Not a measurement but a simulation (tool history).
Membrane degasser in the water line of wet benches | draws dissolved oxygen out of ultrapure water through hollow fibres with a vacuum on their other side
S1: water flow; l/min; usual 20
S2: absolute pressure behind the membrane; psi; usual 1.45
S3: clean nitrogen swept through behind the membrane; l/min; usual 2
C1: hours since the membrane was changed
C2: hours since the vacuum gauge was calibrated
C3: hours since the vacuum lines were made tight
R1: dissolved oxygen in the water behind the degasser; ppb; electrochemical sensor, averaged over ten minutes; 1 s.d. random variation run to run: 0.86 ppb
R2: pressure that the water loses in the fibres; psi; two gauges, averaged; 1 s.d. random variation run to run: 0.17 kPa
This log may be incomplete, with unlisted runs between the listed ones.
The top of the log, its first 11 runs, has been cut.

| run | hour | S1 | S2 | S3 | C1 | C2 | C3 | R1 | R2 |
|---|---|---|---|---|---|---|---|---|---|
| 12 | 807.4 | 20 | 1.45 | 2 | 3255 | 7353 | 1696 | 176.3 | 4.924 |
| 13 | 858 | 20 | 1.25 | 2 | 3306 | 7404 | 1746 | 142.9 | 4.881 |
| 14 | 944.4 | 25 | 1.45 | 2 | 3392 | 7490 | 1833 | 217.4 | 6.187 |
| 15 | 1004 | 25 | 1.45 | 2 | 3452 | 7550 | 1892 | 218.9 | 6.187 |
| 16 | 1096.4 | 25 | 2.55 | 2 | 3544 | 7642 | 1985 | 426.6 | 6.202 |
| 17 | 1192.9 | 20 | 1.45 | 2 | 3641 | 7739 | 2081 | 176.3 | 4.939 |
| 18 | 1251.3 | 27 | 1.49 | 2 | 3699 | 7797 | 2140 | 245 | 6.675 |
| 19 | 1324.4 | 27 | 1.49 | 2 | 3772 | 7870 | 2213 | 244.1 | 6.688 |
| 20 | 1386.4 | 27 | 1.39 | 5.42 | 3834 | 7932 | 2275 | 94.6 | 6.701 |
| 21 | 1476.1 | 27 | 1.39 | 5.42 | 3924 | 8022 | 2364 | 95.4 | 6.672 |
| 22 | 1562.7 | 27 | 1.39 | 5.42 | 4011 | 8109 | 2451 | 95.4 | 6.698 |
| 23 | 1627.7 | 27 | 1.15 | 2.86 | 4076 | 8174 | 2516 | 128 | 6.675 |
|  | 1676.7 | vacuum gauge calibrated |
| 24 | 1726.1 | 18 | 1.29 | 3.23 | 4174 | 49 | 2614 | 81.1 | 4.438 |
| 25 | 1818 | 18 | 1.29 | 3.23 | 4266 | 141 | 2706 | 81.9 | 4.435 |
| 26 | 1867.3 | 20 | 1.45 | 1.35 | 4315 | 191 | 2755 | 232.6 | 4.962 |
| 27 | 1962.8 | 19 | 2.34 | 2 | 4410 | 286 | 2851 | 288.9 | 4.772 |
| 28 | 2030.4 | 21 | 2.99 | 1.71 | 4478 | 354 | 2918 | 478.7 | 5.204 |
| 29 | 2099.2 | 29 | 1.51 | 5.62 | 4547 | 423 | 2987 | 102.9 | 7.249 |
| 30 | 2161.6 | 15 | 1.45 | 1.19 | 4609 | 485 | 3049 | 202.5 | 3.732 |
| 31 | 2246.4 | 15 | 1.45 | 1.19 | 4694 | 570 | 3134 | 201.4 | 3.739 |
| 32 | 2339.4 | 29 | 3.13 | 1.18 | 4787 | 663 | 3227 | 907.8 | 7.217 |
| 33 | 2420 | 20 | 2.26 | 2 | 4868 | 743 | 3308 | 295.4 | 5.026 |

3 ways to go on from here, each from the tool as it stands after run 33. What would each give?
| A | 2495.8 | 28 | 0.94 | 2.85 | 4943 | 819 | 3384 | ? | ? |
| B | 2495.8 | 20 | 1.93 | 2 | 4943 | 819 | 3384 | ? | ? |
| C | 2495.8 | 21 | 2.26 | 1.52 | 4943 | 819 | 3384 | ? | ? |

| run | R1 | R2 |
|---|---|---|
| A | 88.8 | 6.962 |
| B | 242.8 | 5.005 |
| C | 392.7 | 5.246 |
With no hidden state in the tool, these same runs would have given:
| run | R1 | R2 |
|---|---|---|
| A | 84.4 | 6.689 |
| B | 237.1 | 4.809 |
| C | 385.3 | 5.042 |
